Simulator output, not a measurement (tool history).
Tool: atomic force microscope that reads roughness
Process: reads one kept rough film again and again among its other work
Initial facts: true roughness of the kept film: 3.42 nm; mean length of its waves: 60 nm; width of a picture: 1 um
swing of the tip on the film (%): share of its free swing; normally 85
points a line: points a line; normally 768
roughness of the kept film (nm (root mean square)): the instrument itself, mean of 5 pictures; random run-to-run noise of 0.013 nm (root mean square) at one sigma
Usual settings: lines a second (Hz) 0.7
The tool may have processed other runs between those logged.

| run | hour | lines a second (Hz) | swing of the tip on the film (%) | points a line | roughness of the kept film (nm (root mean square)) |
|---|---|---|---|---|---|
| 1 | 0 | 0.7 | 85 | 768 | 3.133 |
| 2 | 75 | 0.7 | 85 | 552 | 3.149 |
| 3 | 152.1 | 0.7 | 85 | 727 | 3.17 |
| 4 | 223.5 | 0.7 | 85 | 727 | 3.156 |
| 5 | 258.2 | 0.7 | 85 | 727 | 3.084 |
| 6 | 292.3 | 0.7 | 78 | 768 | 3.205 |
| 7 | 342 | 0.7 | 78 | 768 | 3.053 |
| 8 | 403.9 | 0.7 | 75 | 349 | 3.158 |
| 9 | 466.6 | 0.7 | 85 | 523 | 3.104 |
| 10 | 548.3 | 1.16 | 57 | 709 | 3.167 |
| 11 | 582.3 | 1.311 | 77 | 670 | 3.153 |

Missing from the log above: 10 entries noted between runs. For each, name the pair of listed runs it sits between and say how the tool's hidden condition differs from the listed run just before to the listed run just after:
Run 1 -> run 2: new tip fitted (hour 65.1)
  radius of the tip, nm: 13.5 -> 12.9; height scale over the true one, %: 0.54 -> 0.57
  measured value less the no-hidden-state value, roughness of the kept film (nm (root mean square)): -0.022 -> -0.015
Run 2 -> run 3: new tip fitted (hour 141)
  radius of the tip, nm: 12.9 -> 13.1; height scale over the true one, %: 0.57 -> 0.61
  measured value less the no-hidden-state value, roughness of the kept film (nm (root mean square)): -0.015 -> -0.017
Run 3 -> run 4: new tip fitted (hour 211.7)
  radius of the tip, nm: 13.1 -> 13.5; height scale over the true one, %: 0.61 -> 0.64
  measured value less the no-hidden-state value, roughness of the kept film (nm (root mean square)): -0.017 -> -0.02
Run 5 -> run 6: new tip fitted (hour 284.5)
  radius of the tip, nm: 21.9 -> 12.8; height scale over the true one, %: 0.66 -> 0.68
  measured value less the no-hidden-state value, roughness of the kept film (nm (root mean square)): -0.112 -> -0.012
Run 6 -> run 7: height scale calibrated on a step standard (hour 296.7)
  radius of the tip, nm: 12.8 -> 25.1; height scale over the true one, %: 0.68 -> 1.08
  measured value less the no-hidden-state value, roughness of the kept film (nm (root mean square)): -0.012 -> -0.132
Run 7 -> run 8: new tip fitted (hour 361.9)
  radius of the tip, nm: 25.1 -> 19.6; height scale over the true one, %: 1.08 -> 1.1
  measured value less the no-hidden-state value, roughness of the kept film (nm (root mean square)): -0.132 -> -0.074
Run 8 -> run 9: new tip fitted (hour 434.9)
  radius of the tip, nm: 19.6 -> 17.8; height scale over the true one, %: 1.1 -> 1.13
  measured value less the no-hidden-state value, roughness of the kept film (nm (root mean square)): -0.074 -> -0.052
Run 9 -> run 10: new tip fitted (hour 505.6); height scale calibrated on a step standard, once more (hour 541.5)
  radius of the tip, nm: 17.8 -> 18.7; height scale over the true one, %: 1.13 -> -0.01
  measured value less the no-hidden-state value, roughness of the kept film (nm (root mean square)): -0.052 -> -0.1
Run 10 -> run 11: new tip fitted (hour 579.4)
  radius of the tip, nm: 18.7 -> 11; height scale over the true one, %: -0.01 -> 0.01
  measured value less the no-hidden-state value, roughness of the kept film (nm (root mean square)): -0.1 -> -0.011
